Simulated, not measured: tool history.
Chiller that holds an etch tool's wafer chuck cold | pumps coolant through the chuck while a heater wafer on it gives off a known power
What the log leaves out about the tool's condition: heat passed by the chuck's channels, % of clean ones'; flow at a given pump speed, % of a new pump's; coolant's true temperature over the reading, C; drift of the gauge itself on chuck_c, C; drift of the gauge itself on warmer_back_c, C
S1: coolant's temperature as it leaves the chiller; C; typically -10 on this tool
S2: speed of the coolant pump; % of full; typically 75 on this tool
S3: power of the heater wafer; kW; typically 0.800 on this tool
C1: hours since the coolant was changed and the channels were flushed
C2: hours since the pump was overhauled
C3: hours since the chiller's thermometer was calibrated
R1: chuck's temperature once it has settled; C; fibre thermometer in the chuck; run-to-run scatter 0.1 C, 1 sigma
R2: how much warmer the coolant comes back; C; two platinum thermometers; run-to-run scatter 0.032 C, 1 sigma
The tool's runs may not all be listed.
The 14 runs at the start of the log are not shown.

Run 15, hour 1227.7: usual settings but S2 98 % of full; C1 3213; C2 3213; C3 1132. Result: R1 -1.4 C, R2 2.67 C.
Run 16, hour 1286.1: usual settings but S2 72 % of full; C1 3271; C2 3271; C3 1190. Result: R1 0.0 C, R2 3.53 C.
Run 17, hour 1385.0: usual settings but S1 -3 C, S2 76 % of full; C1 3370; C2 3370; C3 1289. Result: R1 6.9 C, R2 3.33 C.
Run 18, hour 1495.3: usual settings but S3 0.666 kW; C1 3480; C2 3480; C3 1399. Result: R1 -1.9 C, R2 2.85 C.
Run 19, hour 1546.4: usual settings but S2 69 % of full, S3 0.666 kW; C1 3532; C2 3532; C3 1450. Result: R1 -1.4 C, R2 3.08 C.
Run 20, hour 1650.3: usual settings but S2 81 % of full, S3 0.716 kW; C1 3635; C2 3635; C3 1554. Result: R1 -1.3 C, R2 2.79 C.
Run 21, hour 1721.4: usual settings but S1 -2 C, S2 84 % of full, S3 0.402 kW; C1 3706; C2 3706; C3 1625. Result: R1 2.6 C, R2 1.54 C.
Run 22, hour 1816.2: usual settings but S1 -2 C, S2 84 % of full, S3 0.402 kW; C1 3801; C2 3801; C3 1720. Result: R1 2.7 C, R2 1.57 C.
Run 23, hour 1923.5: usual settings but S2 62 % of full, S3 1.127 kW; C1 3909; C2 3909; C3 1827. Result: R1 5.3 C, R2 5.76 C.
Run 24, hour 2033.3: usual settings but S1 -15 C, S2 62 % of full, S3 0.508 kW; C1 4018; C2 4018; C3 1937. Result: R1 -7.9 C, R2 2.59 C.
Run 25, hour 2081.6: usual settings but S1 -12 C, S2 61 % of full, S3 0.532 kW; C1 4067; C2 4067; C3 1985. Result: R1 -4.6 C, R2 2.75 C.
Run 26, hour 2143.7: usual settings but S1 -1 C, S2 79 % of full, S3 0.732 kW; C1 4129; C2 4129; C3 2048. Result: R1 7.9 C, R2 2.98 C.
Run 27, hour 2198.8: usual settings but S1 -1 C, S2 79 % of full, S3 0.732 kW; C1 4184; C2 4184; C3 2103. Result: R1 7.8 C, R2 3.01 C.
Run 28, hour 2313.0: usual settings but S1 -20 C, S2 82 % of full, S3 0.665 kW; C1 4298; C2 4298; C3 2217. Result: R1 -12.2 C, R2 2.64 C.
Run 29, hour 2412.6: usual settings but S1 -20 C, S2 82 % of full, S3 0.665 kW; C1 4398; C2 4398; C3 2316. Result: R1 -12.3 C, R2 2.63 C.
Run 30, hour 2526.8: usual settings but S1 -14 C, S2 69 % of full, S3 1.047 kW; C1 4512; C2 4512; C3 2431. Result: R1 -0.5 C, R2 4.84 C.
Run 31, hour 2606.5: usual settings but S1 -12 C, S3 0.679 kW; C1 4592; C2 4592; C3 2510. Result: R1 -3.6 C, R2 2.85 C.

Branching from run 31: 5 alternative next runs. What would each branch give?
Run A, hour 2701.4: usual settings but S1 -15 C, S2 96 % of full, S3 0.834 kW; C1 4686; C2 4686; C3 2605. Result: R1 ?, R2 ?.
Run B, hour 2701.4: usual settings but S1 -7 C, S3 0.753 kW; C1 4686; C2 4686; C3 2605. Result: R1 ?, R2 ?.
Run C, hour 2701.4: usual settings but S1 -12 C, S2 61 % of full, S3 0.679 kW; C1 4686; C2 4686; C3 2605. Result: R1 ?, R2 ?.
Run D, hour 2701.4: usual settings but S1 -4 C, S2 98 % of full, S3 0.446 kW; C1 4686; C2 4686; C3 2605. Result: R1 ?, R2 ?.
Run E, hour 2701.4: usual settings but S1 -12 C, S2 73 % of full, S3 0.909 kW; C1 4686; C2 4686; C3 2605. Result: R1 ?, R2 ?.

run    R1    R2
  A  -6.0  2.78
  B   2.3  3.18
  C  -2.6  3.56
  D   0.8  1.50
  E  -0.5  4.03
Without the tool's unlogged condition, the same runs would have read:
run    R1    R2
  A  -6.0  2.77
  B   2.3  3.18
  C  -2.6  3.56
  D   0.8  1.50
  E  -0.5  4.03

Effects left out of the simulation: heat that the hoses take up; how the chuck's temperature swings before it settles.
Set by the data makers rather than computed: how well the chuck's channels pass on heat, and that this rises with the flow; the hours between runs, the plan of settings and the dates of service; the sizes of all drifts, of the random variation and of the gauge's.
